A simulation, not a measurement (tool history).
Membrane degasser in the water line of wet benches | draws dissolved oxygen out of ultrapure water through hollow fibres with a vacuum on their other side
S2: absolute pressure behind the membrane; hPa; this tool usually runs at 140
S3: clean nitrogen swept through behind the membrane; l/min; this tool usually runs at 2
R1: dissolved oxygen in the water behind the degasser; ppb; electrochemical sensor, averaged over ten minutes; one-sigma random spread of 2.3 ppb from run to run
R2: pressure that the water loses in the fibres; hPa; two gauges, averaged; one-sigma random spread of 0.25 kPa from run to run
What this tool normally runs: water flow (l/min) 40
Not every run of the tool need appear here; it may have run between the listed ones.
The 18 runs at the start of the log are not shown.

{"run": 19, "hour": 3433.0, "water flow (l/min)": 40, "S2": 128, "S3": 0.92, "R1": 795.4, "R2": 725.3}
{"run": 20, "hour": 3627.6, "water flow (l/min)": 29, "S2": 140, "S3": 1.21, "R1": 550, "R2": 524.9}
{"run": 21, "hour": 3872.7, "water flow (l/min)": 28, "S2": 98, "S3": 5.32, "R1": 98.2, "R2": 507.2}
{"hour": 3907.2, "done": "seals of the vacuum lines changed"}
{"run": 22, "hour": 4106.2, "water flow (l/min)": 40, "S2": 312, "S3": 2, "R1": 1130.3, "R2": 725.8}
{"run": 23, "hour": 4214.0, "water flow (l/min)": 53, "S2": 140, "S3": 1.25, "R1": 904.4, "R2": 967.6}
{"run": 24, "hour": 4384.0, "water flow (l/min)": 53, "S2": 140, "S3": 1.25, "R1": 899.9, "R2": 968}
{"run": 25, "hour": 4573.0, "water flow (l/min)": 53, "S2": 140, "S3": 1.25, "R1": 908.1, "R2": 965.5}
{"run": 26, "hour": 4719.9, "water flow (l/min)": 26, "S2": 106, "S3": 3.01, "R1": 161.8, "R2": 469.5}
{"run": 27, "hour": 4919.3, "water flow (l/min)": 35, "S2": 210, "S3": 3.01, "R1": 485.9, "R2": 635.4}
{"run": 28, "hour": 5031.0, "water flow (l/min)": 35, "S2": 210, "S3": 3.01, "R1": 487.3, "R2": 639.9}
{"run": 29, "hour": 5210.1, "water flow (l/min)": 43, "S2": 218, "S3": 3.01, "R1": 617.6, "R2": 781.1}
{"run": 30, "hour": 5417.6, "water flow (l/min)": 40, "S2": 140, "S3": 0.94, "R1": 880.2, "R2": 730.6}
{"run": 31, "hour": 5577.6, "water flow (l/min)": 45, "S2": 140, "S3": 2, "R1": 558.9, "R2": 824}
{"run": 32, "hour": 5786.6, "water flow (l/min)": 40, "S2": 301, "S3": 3.55, "R1": 698.9, "R2": 732.3}

Predict each of these 4 candidate next runs independently; none follows another, all start after run 32:
{"run": "A", "hour": 5905.9, "water flow (l/min)": 28, "S2": 127, "S3": 1.53, "R1": "?", "R2": "?"}
{"run": "B", "hour": 5905.9, "water flow (l/min)": 51, "S2": 315, "S3": 1, "R1": "?", "R2": "?"}
{"run": "C", "hour": 5905.9, "water flow (l/min)": 32, "S2": 214, "S3": 0.92, "R1": "?", "R2": "?"}
{"run": "D", "hour": 5905.9, "water flow (l/min)": 40, "S2": 263, "S3": 2, "R1": "?", "R2": "?"}

run=A R1=388.5 R2=513.7
run=B R1=2207.3 R2=932.9
run=C R1=1174.3 R2=583.2
run=D R1=967.5 R2=732.9
The same runs, with their run-to-run variation unchanged, on a tool lacking any hidden condition would have given:
run=A R1=381.8 R2=481.4
run=B R1=2192.2 R2=874.3
run=C R1=1165.7 R2=546.4
run=D R1=954.8 R2=686.9
